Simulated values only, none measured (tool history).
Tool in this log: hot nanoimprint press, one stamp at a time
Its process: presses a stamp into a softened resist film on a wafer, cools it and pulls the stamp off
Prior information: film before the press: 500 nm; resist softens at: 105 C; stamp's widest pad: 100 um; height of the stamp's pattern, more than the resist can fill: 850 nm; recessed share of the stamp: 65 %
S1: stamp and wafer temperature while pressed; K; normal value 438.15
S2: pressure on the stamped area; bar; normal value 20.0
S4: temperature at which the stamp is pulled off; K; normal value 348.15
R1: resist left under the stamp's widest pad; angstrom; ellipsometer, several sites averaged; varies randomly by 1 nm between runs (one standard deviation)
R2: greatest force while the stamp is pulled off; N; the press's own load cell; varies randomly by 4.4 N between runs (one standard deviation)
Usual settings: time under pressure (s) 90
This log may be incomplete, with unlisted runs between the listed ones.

Run 1, hour 0.0: usual settings. Result: R1 2707 angstrom, R2 217 N.
Run 2, hour 4.3: usual settings but S2 24.6 bar. Result: R1 2482 angstrom, R2 212 N.
Run 3, hour 9.8: usual settings but S2 24.6 bar. Result: R1 2478 angstrom, R2 210 N.
Run 4, hour 18.0: usual settings. Result: R1 2700 angstrom, R2 216 N.
Run 5, hour 26.7: usual settings. Result: R1 2689 angstrom, R2 212 N.
Run 6, hour 32.1: usual settings. Result: R1 2714 angstrom, R2 214 N.
Run 7, hour 40.3: usual settings. Result: R1 2689 angstrom, R2 210 N.
Run 8, hour 46.3: usual settings. Result: R1 2697 angstrom, R2 224 N.
Run 9, hour 54.6: usual settings. Result: R1 2686 angstrom, R2 220 N.
Run 10, hour 58.9: usual settings. Result: R1 2687 angstrom, R2 213 N.
Run 11, hour 66.1: usual settings. Result: R1 2686 angstrom, R2 219 N.
Run 12, hour 72.6: usual settings but S1 434.15 K, S2 14.7 bar, time under pressure (s) 121. Result: R1 3284 angstrom, R2 210 N.
Run 13, hour 81.0: usual settings but S1 434.15 K, S2 14.7 bar, time under pressure (s) 121. Result: R1 3270 angstrom, R2 212 N.
Run 14, hour 89.4: usual settings but S1 434.15 K, S2 14.7 bar, time under pressure (s) 121. Result: R1 3284 angstrom, R2 213 N.
Run 15, hour 94.9: usual settings but S1 444.15 K, S2 13.0 bar, time under pressure (s) 121. Result: R1 2131 angstrom, R2 221 N.
Run 16, hour 102.0: usual settings but S1 435.15 K. Result: R1 3065 angstrom, R2 225 N.
Run 17, hour 109.2: usual settings but S1 447.15 K, S2 29.5 bar, time under pressure (s) 49. Result: R1 1799 angstrom, R2 209 N.
Run 18, hour 116.1: usual settings but S1 439.15 K, S2 31.4 bar, time under pressure (s) 165. Result: R1 1638 angstrom, R2 217 N.
Run 19, hour 123.0: usual settings but S1 439.15 K, S2 31.4 bar, time under pressure (s) 165. Result: R1 1637 angstrom, R2 226 N.
Run 20, hour 131.2: usual settings but S4 337.15 K. Result: R1 2669 angstrom, R2 249 N.
Run 21, hour 135.4: usual settings but S4 337.15 K. Result: R1 2675 angstrom, R2 247 N.
Run 22, hour 143.2: usual settings but S1 444.15 K, time under pressure (s) 108, S4 343.15 K. Result: R1 1836 angstrom, R2 229 N.

3 ways to go on from here, each from the tool as it stands after run 22. What would each give?
Run A, hour 151.8: usual settings but time under pressure (s) 56, S4 349.15 K. Result: R1 ?, R2 ?.
Run B, hour 151.8: usual settings but S1 444.15 K, time under pressure (s) 81, S4 343.15 K. Result: R1 ?, R2 ?.
Run C, hour 151.8: usual settings but S1 427.15 K. Result: R1 ?, R2 ?.

run    R1   R2
  A  3097  214
  B  2051  227
  C  4088  223
With no hidden state in the tool, these same runs would have given:
run    R1   R2
  A  3141  212
  B  2080  225
  C  4145  221
